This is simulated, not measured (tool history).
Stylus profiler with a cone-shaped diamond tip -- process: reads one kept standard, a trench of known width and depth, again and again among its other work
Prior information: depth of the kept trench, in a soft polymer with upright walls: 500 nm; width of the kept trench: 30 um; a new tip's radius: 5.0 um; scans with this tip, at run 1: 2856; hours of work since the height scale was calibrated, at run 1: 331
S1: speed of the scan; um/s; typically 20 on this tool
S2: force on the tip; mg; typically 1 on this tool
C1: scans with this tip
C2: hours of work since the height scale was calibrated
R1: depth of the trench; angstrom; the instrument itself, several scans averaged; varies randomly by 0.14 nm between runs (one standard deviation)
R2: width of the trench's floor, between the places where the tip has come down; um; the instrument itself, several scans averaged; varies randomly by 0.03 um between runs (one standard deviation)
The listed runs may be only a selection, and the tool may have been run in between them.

| run | day | S1 | S2 | C1 | C2 | R1 | R2 |
|---|---|---|---|---|---|---|---|
| 1 | 0 | 20 | 1 | 2856 | 331 | 5042 | 25.48 |
| 2 | 1.5 | 20 | 1 | 3079 | 357 | 5041.2 | 25.42 |
| 3 | 2.871 | 20 | 1 | 3282 | 380 | 5043.2 | 25.42 |
| 4 | 3.883 | 20 | 1 | 3433 | 398 | 5042.5 | 25.39 |
| 5 | 4.762 | 20 | 0.51 | 3563 | 413 | 5023 | 25.37 |
| 6 | 6.054 | 20 | 0.51 | 3755 | 435 | 5021.8 | 25.36 |
| 7 | 7.033 | 52 | 1 | 3900 | 452 | 5040.7 | 25.29 |
| 8 | 8.346 | 52 | 1 | 4095 | 475 | 5040.7 | 25.26 |
| 9 | 10.342 | 20 | 0.57 | 4392 | 509 | 5023.2 | 25.35 |
| 10 | 11.633 | 20 | 0.57 | 4583 | 531 | 5022 | 25.26 |
| 11 | 12.992 | 20 | 1 | 4786 | 555 | 5040.7 | 25.29 |
| 12 | 14.242 | 20 | 1 | 4971 | 576 | 5039.1 | 25.31 |
| 13 | 15.392 | 20 | 1 | 5142 | 596 | 5040.3 | 25.32 |
| 14 | 16.758 | 20 | 1 | 5345 | 619 | 5038.6 | 25.3 |
| 15 | 17.617 | 20 | 1 | 5473 | 634 | 5037.7 | 25.3 |
| 16 | 18.721 | 72 | 1.84 | 5636 | 653 | 5059.7 | 25.17 |
| 17 | 20.629 | 55 | 1.77 | 5920 | 686 | 5056.8 | 25.22 |
|  | 20.833 | height scale calibrated on a step standard |
| 18 | 22.154 | 33 | 0.78 | 6143 | 23 | 5025.3 | 25.21 |
| 19 | 24.025 | 33 | 0.78 | 6421 | 55 | 5028.9 | 25.14 |
| 20 | 25.017 | 33 | 0.78 | 6569 | 72 | 5026.7 | 25.18 |
|  | 26.75 | height scale calibrated on a step standard, once more |
| 21 | 26.996 | 9 | 0.44 | 6859 | 4 | 5029.1 | 25.24 |
| 22 | 28.367 | 10 | 1.06 | 7063 | 28 | 5051.1 | 25.24 |
| 23 | 30.204 | 10 | 1.06 | 7336 | 59 | 5051.1 | 25.21 |
| 24 | 31.888 | 23 | 1 | 7586 | 88 | 5048.1 | 25.13 |
| 25 | 33.917 | 76 | 0.41 | 7887 | 123 | 5027.3 | 24.83 |
| 26 | 35.479 | 33 | 1.4 | 8120 | 150 | 5061.5 | 25.07 |
| 27 | 36.521 | 33 | 1.4 | 8274 | 168 | 5058.7 | 25.11 |
| 28 | 37.667 | 34 | 1.88 | 8444 | 188 | 5072.8 | 25.12 |
| 29 | 38.567 | 34 | 1.88 | 8578 | 203 | 5071.6 | 25.03 |
| 30 | 40.279 | 27 | 2.38 | 8832 | 233 | 5079.9 | 25.1 |

Pick out some run-to-run changes in R1. Of each, how much would a tool without hidden state show as well, from the settings, what came in and chance, and how much is left for the hidden state and any gauge scatter not in both results compared?
Hidden state at play: radius of the tip, um; height scale over the true one, %; drift of the gauge itself on depth_nm, %; drift of the gauge itself on floor_um, %.
Run 15 -> 16: S1 20 -> 72, S2 1 -> 1.84. R1 +22 angstrom: hidden state -0.2, all else +22.2.
Run 16 -> 17: S1 72 -> 55, S2 1.84 -> 1.77. R1 -2.9 angstrom: hidden state -0.5, all else -2.4.
Run 17 -> 18: S1 55 -> 33, S2 1.77 -> 0.78, height scale calibrated on a step standard. R1 -31.5 angstrom: hidden state -2.5, all else -29.
Run 20 -> 21: S1 33 -> 9, S2 0.78 -> 0.44, height scale calibrated on a step standard, once more. R1 +2.4 angstrom: hidden state +15, all else -12.6.
Run 25 -> 26: S1 76 -> 33, S2 0.41 -> 1.4. R1 +34.2 angstrom: hidden state -0.4, all else +34.6.
